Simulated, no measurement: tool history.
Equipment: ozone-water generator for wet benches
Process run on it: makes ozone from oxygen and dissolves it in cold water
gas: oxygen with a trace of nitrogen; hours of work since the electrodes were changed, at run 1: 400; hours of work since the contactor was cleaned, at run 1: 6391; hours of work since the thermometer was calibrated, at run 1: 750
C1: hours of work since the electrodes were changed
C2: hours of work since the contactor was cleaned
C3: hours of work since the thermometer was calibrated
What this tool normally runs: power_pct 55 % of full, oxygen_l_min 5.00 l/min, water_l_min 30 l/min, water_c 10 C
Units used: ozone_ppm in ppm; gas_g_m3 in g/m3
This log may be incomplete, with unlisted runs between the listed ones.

Run 1, day 0.000: usual settings; C1 400; C2 6391; C3 750. Result: ozone_ppm 22.5 ppm, gas_g_m3 229.8 g/m3.
Run 2, day 1.188: usual settings; C1 417; C2 6409; C3 767. Result: ozone_ppm 22.4 ppm, gas_g_m3 227.4 g/m3.
Run 3, day 2.704: usual settings; C1 439; C2 6431; C3 790. Result: ozone_ppm 22.6 ppm, gas_g_m3 229.7 g/m3.
Run 4, day 3.904: usual settings but power_pct 91 % of full; C1 457; C2 6448; C3 807. Result: ozone_ppm 29.7 ppm, gas_g_m3 299.1 g/m3.
Run 5, day 5.512: usual settings but power_pct 91 % of full; C1 480; C2 6471; C3 830. Result: ozone_ppm 29.5 ppm, gas_g_m3 302.8 g/m3.
Run 6, day 6.575: usual settings but power_pct 91 % of full; C1 496; C2 6487; C3 846. Result: ozone_ppm 30.1 ppm, gas_g_m3 302.1 g/m3.
Run 7, day 7.912: usual settings but oxygen_l_min 6.65 l/min, water_l_min 24 l/min, water_c 5 C; C1 515; C2 6506; C3 865. Result: ozone_ppm 29.4 ppm, gas_g_m3 188.9 g/m3.
Run 8, day 9.117: usual settings but oxygen_l_min 6.65 l/min, water_l_min 24 l/min, water_c 5 C; C1 532; C2 6524; C3 883. Result: ozone_ppm 29.5 ppm, gas_g_m3 189.2 g/m3.
Run 9, day 10.625: usual settings but power_pct 52 % of full; C1 554; C2 6546; C3 904. Result: ozone_ppm 22.1 ppm, gas_g_m3 219.9 g/m3.
Run 10, day 12.204: usual settings but oxygen_l_min 2.63 l/min, water_c 13 C; C1 577; C2 6568; C3 927. Result: ozone_ppm 20.4 ppm, gas_g_m3 339.9 g/m3.
Run 11, day 13.917: usual settings but power_pct 96 % of full, water_c 11 C; C1 602; C2 6593; C3 952. Result: ozone_ppm 30.6 ppm, gas_g_m3 307.7 g/m3.

5 ways to go on from here, each from the tool as it stands after run 11. What would each give?
Run A, day 14.733: usual settings but oxygen_l_min 5.67 l/min, water_c 11 C; C1 614; C2 6605; C3 964. Result: ozone_ppm ?, gas_g_m3 ?.
Run B, day 14.733: usual settings but power_pct 54 % of full, water_c 11 C; C1 614; C2 6605; C3 964. Result: ozone_ppm ?, gas_g_m3 ?.
Run C, day 14.733: usual settings but power_pct 66 % of full; C1 614; C2 6605; C3 964. Result: ozone_ppm ?, gas_g_m3 ?.
Run D, day 14.733: usual settings but oxygen_l_min 2.96 l/min, water_c 6 C; C1 614; C2 6605; C3 964. Result: ozone_ppm ?, gas_g_m3 ?.
Run E, day 14.733: usual settings but oxygen_l_min 4.89 l/min; C1 614; C2 6605; C3 964. Result: ozone_ppm ?, gas_g_m3 ?.

run  ozone_ppm  gas_g_m3
  A       22.4     209.1
  B       22.3     224.3
  C       24.9     250.2
  D       21.5     313.8
  E       22.6     228.9
Stripped of hidden state, with their random variation kept, the same runs would have yielded:
run  ozone_ppm  gas_g_m3
  A       22.4     211.6
  B       22.3     227.0
  C       25.0     253.1
  D       21.5     317.5
  E       22.6     231.6

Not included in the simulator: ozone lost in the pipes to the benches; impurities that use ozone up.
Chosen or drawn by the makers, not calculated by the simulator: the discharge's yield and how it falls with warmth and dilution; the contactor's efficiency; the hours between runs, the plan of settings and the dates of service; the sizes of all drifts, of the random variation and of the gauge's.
